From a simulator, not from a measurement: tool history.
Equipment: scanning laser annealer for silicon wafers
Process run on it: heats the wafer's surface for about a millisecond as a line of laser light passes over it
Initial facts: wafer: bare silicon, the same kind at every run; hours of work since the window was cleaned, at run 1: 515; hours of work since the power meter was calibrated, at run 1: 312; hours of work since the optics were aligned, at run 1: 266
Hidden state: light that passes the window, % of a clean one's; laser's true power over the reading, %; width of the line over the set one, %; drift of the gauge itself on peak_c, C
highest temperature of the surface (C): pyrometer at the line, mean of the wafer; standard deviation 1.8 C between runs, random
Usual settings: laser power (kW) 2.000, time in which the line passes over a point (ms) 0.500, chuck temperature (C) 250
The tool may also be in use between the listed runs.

| run | hour | laser power (kW) | time in which the line passes over a point (ms) | chuck temperature (C) | hours of work since the window was cleaned | hours of work since the power meter was calibrated | hours of work since the optics were aligned | highest temperature of the surface (C) |
|---|---|---|---|---|---|---|---|---|
| 1 | 0.0 | 2.000 | 0.500 | 250 | 515 | 312 | 266 | 1056 |
| 2 | 12.2 | 2.000 | 0.500 | 250 | 523 | 319 | 273 | 1054 |
| 3 | 23.8 | 2.000 | 0.500 | 250 | 530 | 326 | 280 | 1053 |
| 4 | 36.9 | 2.000 | 0.500 | 250 | 538 | 334 | 288 | 1054 |
| 5 | 47.0 | 2.000 | 0.500 | 250 | 544 | 340 | 294 | 1051 |
| 6 | 63.4 | 1.925 | 0.500 | 250 | 554 | 350 | 304 | 1016 |
| 7 | 72.1 | 1.925 | 0.500 | 250 | 559 | 355 | 310 | 1015 |
| 8 | 88.6 | 2.000 | 0.500 | 250 | 569 | 365 | 320 | 1048 |
| 9 | 102.9 | 2.000 | 0.500 | 250 | 578 | 374 | 328 | 1052 |
| 10 | 119.9 | 2.000 | 0.500 | 220 | 588 | 384 | 338 | 1023 |
| 11 | 130.2 | 2.000 | 0.500 | 220 | 594 | 390 | 345 | 1019 |
|  | 132.9 | window over the wafer cleaned |
| 12 | 148.1 | 1.847 | 0.500 | 250 | 9 | 400 | 354 | 962 |
| 13 | 160.6 | 2.000 | 0.500 | 250 | 17 | 407 | 362 | 1031 |
|  | 165.4 | window over the wafer cleaned, once more |
| 14 | 172.2 | 2.000 | 0.407 | 250 | 4 | 413 | 368 | 994 |
| 15 | 187.9 | 2.000 | 0.500 | 250 | 14 | 423 | 377 | 1077 |
| 16 | 200.4 | 2.000 | 0.600 | 250 | 21 | 430 | 385 | 1156 |
| 17 | 209.4 | 2.000 | 0.500 | 250 | 27 | 436 | 390 | 1074 |
| 18 | 222.6 | 2.000 | 0.500 | 250 | 35 | 444 | 398 | 1073 |
| 19 | 234.8 | 2.000 | 0.500 | 250 | 42 | 451 | 406 | 1075 |
| 20 | 243.7 | 2.000 | 0.500 | 250 | 47 | 457 | 411 | 1075 |
| 21 | 253.6 | 1.908 | 0.615 | 250 | 53 | 463 | 417 | 1111 |
| 22 | 268.1 | 1.908 | 0.615 | 250 | 62 | 471 | 426 | 1115 |
| 23 | 284.1 | 1.985 | 0.500 | 250 | 72 | 481 | 435 | 1068 |
| 24 | 299.2 | 1.985 | 0.500 | 250 | 81 | 490 | 445 | 1065 |
| 25 | 313.9 | 2.000 | 0.547 | 238 | 90 | 499 | 453 | 1097 |
| 26 | 324.1 | 2.000 | 0.483 | 277 | 96 | 505 | 460 | 1077 |
| 27 | 339.1 | 2.000 | 0.483 | 277 | 105 | 514 | 469 | 1081 |
| 28 | 350.2 | 2.163 | 0.500 | 250 | 112 | 521 | 475 | 1148 |
| 29 | 357.5 | 2.163 | 0.500 | 250 | 116 | 525 | 480 | 1147 |
| 30 | 369.4 | 2.000 | 0.450 | 246 | 123 | 533 | 487 | 1024 |
| 31 | 380.1 | 2.000 | 0.450 | 246 | 130 | 539 | 493 | 1021 |
| 32 | 389.5 | 2.000 | 0.450 | 246 | 136 | 545 | 499 | 1023 |
| 33 | 399.2 | 2.111 | 0.356 | 285 | 141 | 551 | 505 | 1020 |
| 34 | 410.6 | 2.111 | 0.356 | 285 | 148 | 558 | 512 | 1016 |
| 35 | 427.3 | 1.846 | 0.435 | 266 | 158 | 568 | 522 | 955 |
| 36 | 438.6 | 1.846 | 0.435 | 266 | 165 | 575 | 529 | 954 |
| 37 | 447.0 | 1.846 | 0.435 | 266 | 170 | 580 | 534 | 958 |
| 38 | 455.3 | 2.000 | 0.518 | 219 | 175 | 585 | 539 | 1047 |
| 39 | 470.4 | 1.757 | 0.488 | 230 | 185 | 594 | 548 | 915 |
| 40 | 480.2 | 2.005 | 0.604 | 249 | 190 | 600 | 554 | 1147 |

Describe how what the log doesn't record of the tool's condition differs between the last listed run preceding each entry between runs and the first listed run following it.
After run 11, before run 12: window over the wafer cleaned (hour 132.9)
  light that passes the window, % of a clean one's: 96.99 -> 95.3; width of the line over the set one, %: 1.36 -> 1.38
  difference, measured minus the result without the unlogged condition, highest temperature of the surface (C): -34 -> -46
After run 13, before run 14: window over the wafer cleaned, once more (hour 165.4)
  light that passes the window, % of a clean one's: 95.26 -> 99.66; width of the line over the set one, %: 1.41 -> 1.42
  difference, measured minus the result without the unlogged condition, highest temperature of the surface (C): -51 -> -6
